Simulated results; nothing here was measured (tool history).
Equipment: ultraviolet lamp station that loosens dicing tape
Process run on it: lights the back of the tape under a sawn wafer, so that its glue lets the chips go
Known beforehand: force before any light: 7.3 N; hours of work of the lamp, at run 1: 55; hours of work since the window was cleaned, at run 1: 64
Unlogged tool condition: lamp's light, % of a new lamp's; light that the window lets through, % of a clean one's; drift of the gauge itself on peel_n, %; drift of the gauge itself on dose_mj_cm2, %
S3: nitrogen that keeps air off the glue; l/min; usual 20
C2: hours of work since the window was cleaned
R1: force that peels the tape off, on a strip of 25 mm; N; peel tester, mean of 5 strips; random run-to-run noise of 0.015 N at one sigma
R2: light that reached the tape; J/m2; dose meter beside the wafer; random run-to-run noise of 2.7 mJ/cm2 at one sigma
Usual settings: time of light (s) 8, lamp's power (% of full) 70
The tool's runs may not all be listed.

Run 1, day 0: usual settings; hours of work of the lamp 55; C2 64. Result: R1 0.778 N, R2 3360 J/m2.
Run 2, day 0.454: usual settings; hours of work of the lamp 60; C2 69. Result: R1 0.806 N, R2 3380 J/m2.
Run 3, day 0.921: usual settings; hours of work of the lamp 66; C2 75. Result: R1 0.802 N, R2 3370 J/m2.
Run 4, day 1.129: usual settings; hours of work of the lamp 68; C2 77. Result: R1 0.831 N, R2 3450 J/m2.
Run 5, day 1.496: usual settings but time of light (s) 6; hours of work of the lamp 73; C2 81. Result: R1 1.301 N, R2 2530 J/m2.
Run 6, day 1.821: usual settings but S3 12 l/min; hours of work of the lamp 77; C2 85. Result: R1 1.125 N, R2 3350 J/m2.
Run 7, day 2.038: usual settings but S3 8 l/min; hours of work of the lamp 79; C2 88. Result: R1 1.391 N, R2 3390 J/m2.
Run 8, day 2.292: usual settings but S3 8 l/min; hours of work of the lamp 82; C2 91. Result: R1 1.485 N, R2 3350 J/m2.
Run 9, day 2.583: usual settings; hours of work of the lamp 86; C2 94. Result: R1 0.834 N, R2 3330 J/m2.
Run 10, day 2.846: usual settings; hours of work of the lamp 89; C2 98. Result: R1 0.829 N, R2 3370 J/m2.
Run 11, day 3.208: usual settings; hours of work of the lamp 93; C2 102. Result: R1 0.81 N, R2 3290 J/m2.
Run 12, day 3.45: usual settings; hours of work of the lamp 96; C2 105. Result: R1 0.803 N, R2 3310 J/m2.
Run 13, day 3.908: usual settings; hours of work of the lamp 101; C2 110. Result: R1 0.84 N, R2 3290 J/m2.
Run 14, day 4.15: usual settings but time of light (s) 5; hours of work of the lamp 104; C2 113. Result: R1 1.782 N, R2 2080 J/m2.
Run 15, day 4.542: usual settings; hours of work of the lamp 109; C2 118. Result: R1 0.84 N, R2 3290 J/m2.
Run 16, day 4.9: usual settings but time of light (s) 6, S3 21 l/min; hours of work of the lamp 113; C2 122. Result: R1 1.362 N, R2 2460 J/m2.
Run 17, day 5.192: usual settings but time of light (s) 5, lamp's power (% of full) 68, S3 7 l/min; hours of work of the lamp 117; C2 126. Result: R1 2.935 N, R2 2020 J/m2.
Run 18, day 5.492: usual settings but time of light (s) 6, S3 11 l/min; hours of work of the lamp 120; C2 129. Result: R1 1.875 N, R2 2480 J/m2.
Run 19, day 5.738: usual settings but time of light (s) 16, lamp's power (% of full) 75, S3 6 l/min; hours of work of the lamp 123; C2 132. Result: R1 0.468 N, R2 7010 J/m2.
Run 20, day 6.008: usual settings but time of light (s) 6, lamp's power (% of full) 79, S3 9 l/min; hours of work of the lamp 127; C2 135. Result: R1 1.816 N, R2 2760 J/m2.
Run 21, day 6.504: usual settings but time of light (s) 6, lamp's power (% of full) 79, S3 9 l/min; hours of work of the lamp 132; C2 141. Result: R1 1.81 N, R2 2690 J/m2.
Run 22, day 7: usual settings but time of light (s) 6, lamp's power (% of full) 79, S3 9 l/min; hours of work of the lamp 138; C2 147. Result: R1 1.864 N, R2 2720 J/m2.
Run 23, day 7.471: usual settings but time of light (s) 9, lamp's power (% of full) 93, S3 9 l/min; hours of work of the lamp 144; C2 153. Result: R1 0.728 N, R2 4770 J/m2.
Run 24, day 7.833: usual settings but time of light (s) 9, lamp's power (% of full) 63, S3 13 l/min; hours of work of the lamp 148; C2 157. Result: R1 1.141 N, R2 3190 J/m2.
Run 25, day 8.071: usual settings but time of light (s) 7, lamp's power (% of full) 92; hours of work of the lamp 151; C2 160. Result: R1 0.701 N, R2 3700 J/m2.
Run 26, day 8.521: usual settings but time of light (s) 5, lamp's power (% of full) 81; hours of work of the lamp 157; C2 165. Result: R1 1.529 N, R2 2300 J/m2.
Run 27, day 8.825: usual settings but lamp's power (% of full) 95; hours of work of the lamp 160; C2 169. Result: R1 0.498 N, R2 4290 J/m2.
Run 28, day 9.296: usual settings but lamp's power (% of full) 89, S3 8 l/min; hours of work of the lamp 166; C2 175. Result: R1 1.061 N, R2 4010 J/m2.
Run 29, day 9.808: usual settings but lamp's power (% of full) 89, S3 10 l/min; hours of work of the lamp 172; C2 181. Result: R1 0.925 N, R2 3980 J/m2.

Each row is a separate what-if for the run after 29, all from the same tool condition, not one after another. Results?
Run A, day 10.021: usual settings but time of light (s) 4, lamp's power (% of full) 69, S3 38 l/min; hours of work of the lamp 174; C2 183. Result: R1 ?, R2 ?.
Run B, day 10.021: usual settings but lamp's power (% of full) 81, S3 10 l/min; hours of work of the lamp 174; C2 183. Result: R1 ?, R2 ?.
Run C, day 10.021: usual settings but lamp's power (% of full) 64, S3 10 l/min; hours of work of the lamp 174; C2 183. Result: R1 ?, R2 ?.

run     R1    R2
  A  1.996  1500
  B  1.157  3670
  C   1.68  2840
With no hidden state in the tool, these same runs would have given:
run     R1    R2
  A  1.656  1740
  B  0.895  4240
  C  1.353  3280

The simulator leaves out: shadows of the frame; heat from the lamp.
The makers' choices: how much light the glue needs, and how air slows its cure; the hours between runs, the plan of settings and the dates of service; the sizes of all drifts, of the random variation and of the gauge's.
